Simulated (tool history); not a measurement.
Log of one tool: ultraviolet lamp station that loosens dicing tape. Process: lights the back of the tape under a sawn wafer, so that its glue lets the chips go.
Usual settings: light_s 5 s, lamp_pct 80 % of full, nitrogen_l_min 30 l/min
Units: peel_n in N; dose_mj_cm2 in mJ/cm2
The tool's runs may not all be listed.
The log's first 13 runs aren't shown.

run   hour  light_s  lamp_pct  nitrogen_l_min  peel_n  dose_mj_cm2
 14  113.4        5        80              14   1.866          204
 15  120.6        4        80              14    2.51          164
 16  126.6        5        80              30   1.347          203
 17  136.1        5        80              30   1.391          200
 18  146.2        5        80              30   1.384          202
 19  152.4        5        80              30    1.39          200
 20    161        5        80              30   1.454          198
 21  167.4        5        80              30   1.426          195
 22  179.9        4        96              13    2.19          188
 23  186.9        8        76              50   0.442          297
 24  192.9        5        62              30   2.316          152
 25  202.3        7        87              17   0.812          295
 26  211.5        7        87              14   0.916          291
 27  218.8        5        98              17   1.312          234
 28  227.8        5        64              18   2.651          148
 29  235.2        5        64              18   2.713          149
 30  240.7        9        93              30   0.248          393
 31    246        9        73              16   0.781          309
 32  253.7        5        84              16   1.928          193
     259.9  -- window cleaned of glue's vapour
 33  262.3        7        61              30    1.01          237
 34  274.8        7        61              30   1.015          237
 35    284        4        61              30   2.751          132
 36  292.8        7        78              52   0.436          294
 37  301.1        7        78              52    0.47          293

Forecast each of these 4 alternatives for the next run:
  A  310.5        3        71              30       ?            ?
  B  310.5        2        99              10       ?            ?
  C  310.5        7        65              11       ?            ?
  D  310.5        4        84              49       ?            ?

run  peel_n  dose_mj_cm2
  A   3.085          114
  B    4.43          105
  C   1.568          242
  D   1.447          184
Without the tool's hidden state the same runs would have given:
run  peel_n  dose_mj_cm2
  A   2.579          133
  B     3.9          123
  C   1.172          282
  D   1.069          214

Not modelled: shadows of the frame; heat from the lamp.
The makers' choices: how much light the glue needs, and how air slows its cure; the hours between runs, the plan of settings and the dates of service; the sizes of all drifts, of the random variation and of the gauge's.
